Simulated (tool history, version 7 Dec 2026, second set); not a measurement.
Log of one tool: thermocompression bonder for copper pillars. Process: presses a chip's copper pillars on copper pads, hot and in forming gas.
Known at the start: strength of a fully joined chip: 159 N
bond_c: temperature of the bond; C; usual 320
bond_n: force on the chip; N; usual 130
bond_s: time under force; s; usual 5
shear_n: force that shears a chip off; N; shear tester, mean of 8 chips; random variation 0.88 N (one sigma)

Run 1, hour 0.0: usual settings. Result: shear_n 65.3 N.
Run 2, hour 22.0: usual settings. Result: shear_n 64.9 N.
Run 3, hour 38.7: usual settings. Result: shear_n 67.8 N.
Run 4, hour 59.9: usual settings. Result: shear_n 64.3 N.
Run 5, hour 81.7: usual settings. Result: shear_n 64.2 N.
Run 6, hour 95.1: usual settings but bond_s 4 s. Result: shear_n 59.3 N.
Run 7, hour 105.2: usual settings but bond_n 105 N. Result: shear_n 54.2 N.
Run 8, hour 117.2: usual settings but bond_n 105 N. Result: shear_n 56.3 N.
Run 9, hour 141.0: usual settings but bond_c 296 C, bond_n 105 N. Result: shear_n 37.7 N.
Run 10, hour 162.0: usual settings but bond_c 329 C, bond_n 105 N. Result: shear_n 60.2 N.
Run 11, hour 176.4: usual settings but bond_c 329 C, bond_n 189 N. Result: shear_n 88.8 N.
Run 12, hour 199.6: usual settings but bond_c 348 C. Result: shear_n 85.1 N.
At hour 213.9: forming gas filter changed.
Run 13, hour 216.4: usual settings but bond_c 348 C. Result: shear_n 94.1 N.
Run 14, hour 233.7: usual settings but bond_c 296 C, bond_n 128 N, bond_s 13 s. Result: shear_n 70.3 N.
Run 15, hour 250.9: usual settings but bond_c 296 C, bond_n 128 N, bond_s 13 s. Result: shear_n 68.6 N.
Run 16, hour 262.1: usual settings but bond_c 293 C, bond_n 154 N. Result: shear_n 53.0 N.
Run 17, hour 285.0: usual settings but bond_c 293 C, bond_n 154 N. Result: shear_n 52.3 N.

Hidden state or all else? Some run-to-run changes of shear_n, split into what the settings, what came in and random variation would give without the hidden state, and what is left for the hidden state (with any gauge scatter that isn't in both results):
The hidden state here: true temperature of the bond over the reading, C; force that reaches the chip, % of what is set; oxide that the forming gas leaves, % of the face; drift of the gauge itself on shear_n, %.
Run 10 -> 11: bond_n 105 -> 189. shear_n +28.6 N: hidden state -3.8, all else +32.4.
Run 12 -> 13: forming gas filter changed. shear_n +9.0 N: hidden state +8.9, all else +0.1.

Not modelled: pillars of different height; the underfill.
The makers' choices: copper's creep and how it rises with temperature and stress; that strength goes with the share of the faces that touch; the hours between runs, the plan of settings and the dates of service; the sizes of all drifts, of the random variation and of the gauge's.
